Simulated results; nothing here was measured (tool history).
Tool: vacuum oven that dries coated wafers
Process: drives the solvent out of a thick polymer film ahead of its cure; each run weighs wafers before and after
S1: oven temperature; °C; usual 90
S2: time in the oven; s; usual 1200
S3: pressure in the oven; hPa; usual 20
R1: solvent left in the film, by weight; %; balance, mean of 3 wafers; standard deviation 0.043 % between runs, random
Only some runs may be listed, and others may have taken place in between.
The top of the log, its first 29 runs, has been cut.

run 30 hour=575 | S1=90 S2=1560 S3=19.6 | R1=1.66
run 31 hour=597.9 | S1=90 S2=1560 S3=19.6 | R1=1.63
run 32 hour=612.3 | S1=90 S2=2160 S3=11.2 | R1=0.84
run 33 hour=628.3 | S1=95 S2=1860 S3=20 | R1=1.11
run 34 hour=642.5 | S1=95 S2=1860 S3=20 | R1=1.03
run 35 hour=663.9 | S1=95 S2=1860 S3=10 | R1=0.62
run 36 hour=677.7 | S1=77 S2=1200 S3=47 | R1=8.17
run 37 hour=692.2 | S1=90 S2=1380 S3=12.4 | R1=1.55
run 38 hour=720.4 | S1=101 S2=1380 S3=12.4 | R1=0.61
run 39 hour=745.5 | S1=90 S2=1380 S3=14.9 | R1=1.69
run 40 hour=773.3 | S1=90 S2=1380 S3=68.2 | R1=4.55
run 41 hour=786.2 | S1=90 S2=2100 S3=14 | R1=1.08
run 42 hour=815.7 | S1=105 S2=1620 S3=27.4 | R1=0.99
run 43 hour=844.1 | S1=86 S2=1320 S3=20 | R1=2.91
run 44 hour=867.3 | S1=90 S2=1440 S3=15.3 | R1=1.56
run 45 hour=885.1 | S1=90 S2=1500 S3=20 | R1=1.82
run 46 hour=899.2 | S1=80 S2=960 S3=37.2 | R1=7.59

Predict each of these 3 candidate next runs independently; none follows another, all start after run 46:
run A hour=919.8 | S1=80 S2=960 S3=42 | R1=?
run B hour=919.8 | S1=96 S2=960 S3=37.2 | R1=?
run C hour=919.8 | S1=95 S2=1200 S3=20 | R1=?

run=A R1=7.85
run=B R1=2.64
run=C R1=1.57
Without the tool's unlogged condition, the same runs would have read:
run=A R1=7.35
run=B R1=2.37
run=C R1=1.36
